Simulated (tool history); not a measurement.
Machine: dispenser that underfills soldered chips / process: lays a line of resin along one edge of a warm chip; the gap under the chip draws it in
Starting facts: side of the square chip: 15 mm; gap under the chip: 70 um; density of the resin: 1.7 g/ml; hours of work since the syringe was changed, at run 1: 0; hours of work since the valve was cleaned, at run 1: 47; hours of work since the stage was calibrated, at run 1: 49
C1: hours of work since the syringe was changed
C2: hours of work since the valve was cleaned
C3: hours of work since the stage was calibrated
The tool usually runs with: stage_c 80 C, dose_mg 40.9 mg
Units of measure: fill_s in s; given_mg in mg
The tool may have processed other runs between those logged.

run 1 hour=0 | stage_c=80 dose_mg=40.9 | C1=0 C2=47 C3=49 | fill_s=193.9 given_mg=39.55
run 2 hour=3.8 | stage_c=80 dose_mg=40.9 | C1=2 C2=49 C3=51 | fill_s=233.2 given_mg=39.19
run 3 hour=8.1 | stage_c=80 dose_mg=40.9 | C1=5 C2=52 C3=54 | fill_s=294 given_mg=39.05
-- hour=10 dispensing valve cleaned and set on the balance
-- hour=12.1 new syringe of resin
run 4 hour=14.1 | stage_c=80 dose_mg=40.9 | C1=1 C2=2 C3=57 | fill_s=209.4 given_mg=40.83
run 5 hour=20 | stage_c=80 dose_mg=40.9 | C1=5 C2=6 C3=60 | fill_s=279.3 given_mg=40.79
-- hour=23 new syringe of resin
run 6 hour=23.7 | stage_c=80 dose_mg=40.9 | C1=0 C2=8 C3=62 | fill_s=198.7 given_mg=40.57
run 7 hour=28.7 | stage_c=80 dose_mg=40.9 | C1=3 C2=11 C3=65 | fill_s=254.3 given_mg=40.37
run 8 hour=32 | stage_c=87 dose_mg=40.8 | C1=6 C2=13 C3=67 | fill_s=216.3 given_mg=40.26
-- hour=34 new syringe of resin
run 9 hour=35.9 | stage_c=85 dose_mg=47.6 | C1=1 C2=15 C3=70 | fill_s=163.1 given_mg=46.98

The next listed run, before its measurement:
run 10 hour=40.2 | stage_c=85 dose_mg=47.6 | C1=4 C2=18 C3=72 | fill_s=? given_mg=?

{"run 10": {"fill_s": 203, "given_mg": 46.78}}
On a tool with no hidden condition, and with the same random variation, this run would have come out at fill_s 152.8 s, given_mg 47.48 mg.
